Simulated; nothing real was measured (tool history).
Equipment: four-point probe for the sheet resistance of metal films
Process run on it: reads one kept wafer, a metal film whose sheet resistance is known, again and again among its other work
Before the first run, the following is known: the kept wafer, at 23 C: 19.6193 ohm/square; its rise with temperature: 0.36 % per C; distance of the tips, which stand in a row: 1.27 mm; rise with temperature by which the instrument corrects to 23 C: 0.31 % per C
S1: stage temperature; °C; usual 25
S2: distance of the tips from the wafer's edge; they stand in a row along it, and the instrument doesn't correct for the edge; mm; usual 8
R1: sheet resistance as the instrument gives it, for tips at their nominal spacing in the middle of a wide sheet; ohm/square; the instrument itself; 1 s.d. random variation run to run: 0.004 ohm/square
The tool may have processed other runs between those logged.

run 1 day=0.000 | S1=25 S2=8 | R1=19.948853
run 2 day=2.325 | S1=25 S2=5 | R1=20.346451
run 3 day=7.058 | S1=25 S2=5 | R1=20.343232
run 4 day=9.912 | S1=25 S2=9 | R1=19.892517
run 5 day=12.304 | S1=25 S2=3 | R1=21.395577
run 6 day=17.354 | S1=25 S2=8 | R1=19.944395
run 7 day=19.833 | S1=25 S2=8 | R1=19.934168
run 8 day=23.338 | S1=25 S2=8 | R1=19.938499
run 9 day=26.233 | S1=20 S2=8 | R1=19.882585
run 10 day=28.692 | S1=19 S2=8 | R1=19.873965
run 11 day=32.079 | S1=19 S2=8 | R1=19.873007
run 12 day=35.983 | S1=19 S2=8 | R1=19.874071
run 13 day=38.092 | S1=19 S2=8 | R1=19.869053
run 14 day=42.142 | S1=19 S2=8 | R1=19.859629
run 15 day=46.517 | S1=19 S2=8 | R1=19.864397
run 16 day=48.608 | S1=19 S2=8 | R1=19.862496
run 17 day=52.396 | S1=19 S2=8 | R1=19.849847
run 18 day=56.512 | S1=28 S2=8 | R1=19.943183
run 19 day=61.054 | S1=25 S2=8 | R1=19.907099
run 20 day=64.158 | S1=19 S2=8 | R1=19.844085
run 21 day=67.350 | S1=20 S2=6 | R1=20.049357
run 22 day=70.492 | S1=22 S2=15 | R1=19.688248
run 23 day=72.771 | S1=24 S2=22 | R1=19.658632
run 24 day=75.450 | S1=24 S2=22 | R1=19.654978
run 25 day=78.500 | S1=24 S2=6 | R1=20.083663
run 26 day=83.617 | S1=33 S2=5 | R1=20.356809
run 27 day=88.046 | S1=33 S2=5 | R1=20.343931
run 28 day=92.679 | S1=29 S2=25 | R1=19.679081
run 29 day=94.825 | S1=29 S2=25 | R1=19.680074
run 30 day=99.908 | S1=29 S2=25 | R1=19.671880
run 31 day=102.171 | S1=21 S2=9 | R1=19.779674
run 32 day=104.996 | S1=23 S2=5 | R1=20.245936
run 33 day=107.138 | S1=21 S2=5 | R1=20.221940
run 34 day=111.238 | S1=21 S2=8 | R1=19.828280
run 35 day=115.221 | S1=30 S2=6 | R1=20.107955

Below, each run's measurement less what the same run would have read without the hidden state. Both values contain the same run-to-run variation, but the gauge's scatter may not be the same in both:
Unlogged tool condition in this case: inner tips' distance over the nominal, %; tips' flats over new ones', %; wafer's true temperature over the reading, C; drift of the gauge itself on sheet_ohm, %.
run=1 R1=+0.053453
run=2 R1=+0.052427
run=3 R1=+0.048695
run=4 R1=+0.045551
run=5 R1=+0.046421
run=6 R1=+0.039721
run=7 R1=+0.037640
run=8 R1=+0.034733
run=9 R1=+0.031595
run=10 R1=+0.029278
run=11 R1=+0.026472
run=12 R1=+0.023393
run=13 R1=+0.021673
run=14 R1=+0.018341
run=15 R1=+0.014883
run=16 R1=+0.013272
run=17 R1=+0.010241
run=18 R1=+0.008789
run=19 R1=+0.004638
run=20 R1=+0.000834
run=21 R1=-0.001565
run=22 R1=-0.003598
run=23 R1=-0.004959
run=24 R1=-0.007171
run=25 R1=-0.009784
run=26 R1=-0.012466
run=27 R1=-0.015915
run=28 R1=-0.019636
run=29 R1=-0.021294
run=30 R1=-0.025227
run=31 R1=-0.028908
run=32 R1=-0.031354
run=33 R1=-0.033573
run=34 R1=-0.036224
run=35 R1=-0.037684
